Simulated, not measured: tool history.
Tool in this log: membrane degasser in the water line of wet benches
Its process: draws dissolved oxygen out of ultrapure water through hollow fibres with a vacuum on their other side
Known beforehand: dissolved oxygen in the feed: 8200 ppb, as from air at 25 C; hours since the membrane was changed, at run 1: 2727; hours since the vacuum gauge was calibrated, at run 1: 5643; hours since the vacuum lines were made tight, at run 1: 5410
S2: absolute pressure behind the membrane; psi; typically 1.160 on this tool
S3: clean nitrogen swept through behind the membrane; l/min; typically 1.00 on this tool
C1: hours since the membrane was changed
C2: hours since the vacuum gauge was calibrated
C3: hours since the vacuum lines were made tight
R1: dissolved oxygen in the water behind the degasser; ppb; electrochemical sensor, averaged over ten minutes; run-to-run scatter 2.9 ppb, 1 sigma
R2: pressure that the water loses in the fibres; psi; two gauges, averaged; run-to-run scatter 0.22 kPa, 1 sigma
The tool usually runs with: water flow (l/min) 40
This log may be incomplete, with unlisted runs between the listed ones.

run 1 hour=0.0 | water_flow_(l/min)=40 S2=1.160 S3=1.00 | C1=2727 C2=5643 C3=5410 | R1=400.1 R2=8.105
run 2 hour=85.6 | water_flow_(l/min)=40 S2=1.160 S3=1.00 | C1=2813 C2=5728 C3=5496 | R1=396.3 R2=8.006
-- hour=121.3 vacuum gauge calibrated
run 3 hour=174.9 | water_flow_(l/min)=40 S2=1.160 S3=1.00 | C1=2902 C2=54 C3=5584 | R1=398.3 R2=8.054
run 4 hour=299.3 | water_flow_(l/min)=34 S2=1.160 S3=1.00 | C1=3026 C2=178 C3=5709 | R1=341.7 R2=6.866
run 5 hour=384.5 | water_flow_(l/min)=40 S2=1.160 S3=1.00 | C1=3111 C2=263 C3=5794 | R1=402.3 R2=8.055
run 6 hour=495.8 | water_flow_(l/min)=40 S2=1.160 S3=1.00 | C1=3222 C2=375 C3=5905 | R1=399.3 R2=7.939
run 7 hour=548.3 | water_flow_(l/min)=29 S2=1.160 S3=1.00 | C1=3275 C2=427 C3=5958 | R1=297.0 R2=5.855
-- hour=611.0 seals of the vacuum lines changed
run 8 hour=663.1 | water_flow_(l/min)=29 S2=1.160 S3=1.00 | C1=3388 C2=540 C3=52 | R1=294.3 R2=5.851
run 9 hour=721.1 | water_flow_(l/min)=29 S2=1.160 S3=1.00 | C1=3446 C2=598 C3=110 | R1=292.0 R2=5.826
run 10 hour=816.5 | water_flow_(l/min)=40 S2=1.160 S3=1.00 | C1=3541 C2=693 C3=206 | R1=399.3 R2=8.090
run 11 hour=902.5 | water_flow_(l/min)=40 S2=1.381 S3=1.00 | C1=3627 C2=779 C3=291 | R1=509.6 R2=8.045
run 12 hour=1026.3 | water_flow_(l/min)=40 S2=1.381 S3=1.00 | C1=3751 C2=903 C3=415 | R1=510.3 R2=8.096
run 13 hour=1131.6 | water_flow_(l/min)=40 S2=1.381 S3=1.00 | C1=3856 C2=1008 C3=521 | R1=509.3 R2=8.029
run 14 hour=1241.0 | water_flow_(l/min)=40 S2=1.381 S3=1.00 | C1=3966 C2=1118 C3=630 | R1=507.8 R2=8.058
run 15 hour=1324.4 | water_flow_(l/min)=40 S2=1.381 S3=1.00 | C1=4049 C2=1201 C3=713 | R1=510.7 R2=8.068
run 16 hour=1376.6 | water_flow_(l/min)=40 S2=1.381 S3=1.00 | C1=4101 C2=1253 C3=766 | R1=513.0 R2=8.028
run 17 hour=1461.9 | water_flow_(l/min)=40 S2=1.160 S3=1.04 | C1=4187 C2=1339 C3=851 | R1=390.9 R2=7.986
run 18 hour=1520.3 | water_flow_(l/min)=40 S2=1.326 S3=1.04 | C1=4245 C2=1397 C3=909 | R1=467.6 R2=8.071
run 19 hour=1587.5 | water_flow_(l/min)=40 S2=1.326 S3=1.04 | C1=4312 C2=1464 C3=976 | R1=468.8 R2=8.096
run 20 hour=1659.0 | water_flow_(l/min)=40 S2=1.326 S3=1.04 | C1=4384 C2=1536 C3=1048 | R1=470.7 R2=8.082
run 21 hour=1716.6 | water_flow_(l/min)=24 S2=1.326 S3=1.04 | C1=4441 C2=1593 C3=1106 | R1=289.1 R2=4.820
run 22 hour=1842.9 | water_flow_(l/min)=24 S2=1.326 S3=1.04 | C1=4568 C2=1720 C3=1232 | R1=292.4 R2=4.751
run 23 hour=1940.4 | water_flow_(l/min)=24 S2=1.326 S3=1.04 | C1=4665 C2=1817 C3=1329 | R1=296.2 R2=4.818
run 24 hour=2036.2 | water_flow_(l/min)=40 S2=2.650 S3=2.66 | C1=4761 C2=1913 C3=1425 | R1=524.0 R2=8.050
run 25 hour=2143.1 | water_flow_(l/min)=40 S2=2.650 S3=2.66 | C1=4868 C2=2020 C3=1532 | R1=513.8 R2=8.067
run 26 hour=2229.5 | water_flow_(l/min)=40 S2=0.748 S3=0.65 | C1=4954 C2=2106 C3=1618 | R1=245.2 R2=8.032
run 27 hour=2320.0 | water_flow_(l/min)=43 S2=1.165 S3=1.00 | C1=5045 C2=2197 C3=1709 | R1=435.9 R2=8.630
run 28 hour=2391.1 | water_flow_(l/min)=43 S2=1.165 S3=1.00 | C1=5116 C2=2268 C3=1780 | R1=428.8 R2=8.666
run 29 hour=2508.5 | water_flow_(l/min)=62 S2=1.575 S3=1.00 | C1=5233 C2=2385 C3=1897 | R1=896.7 R2=12.499
run 30 hour=2576.6 | water_flow_(l/min)=62 S2=1.575 S3=1.00 | C1=5301 C2=2453 C3=1966 | R1=911.2 R2=12.467
run 31 hour=2635.2 | water_flow_(l/min)=38 S2=2.779 S3=0.45 | C1=5360 C2=2512 C3=2024 | R1=1864.0 R2=7.677
run 32 hour=2726.9 | water_flow_(l/min)=40 S2=1.176 S3=1.69 | C1=5452 C2=2604 C3=2116 | R1=276.6 R2=8.052

Each row is a separate what-if for the run after 32, all from the same tool condition, not one after another. Results?
run A hour=2777.5 | water_flow_(l/min)=60 S2=1.176 S3=1.18 | C1=5502 C2=2654 C3=2166 | R1=? R2=?
run B hour=2777.5 | water_flow_(l/min)=40 S2=1.278 S3=1.00 | C1=5502 C2=2654 C3=2166 | R1=? R2=?
run C hour=2777.5 | water_flow_(l/min)=40 S2=1.688 S3=1.00 | C1=5502 C2=2654 C3=2166 | R1=? R2=?

run=A R1=565.9 R2=12.022
run=B R1=460.8 R2=8.115
run=C R1=667.8 R2=8.066
Take away the tool's hidden state, keep each run's random variation, and the runs would have read:
run=A R1=564.8 R2=12.002
run=B R1=460.2 R2=8.102
run=C R1=667.3 R2=8.052
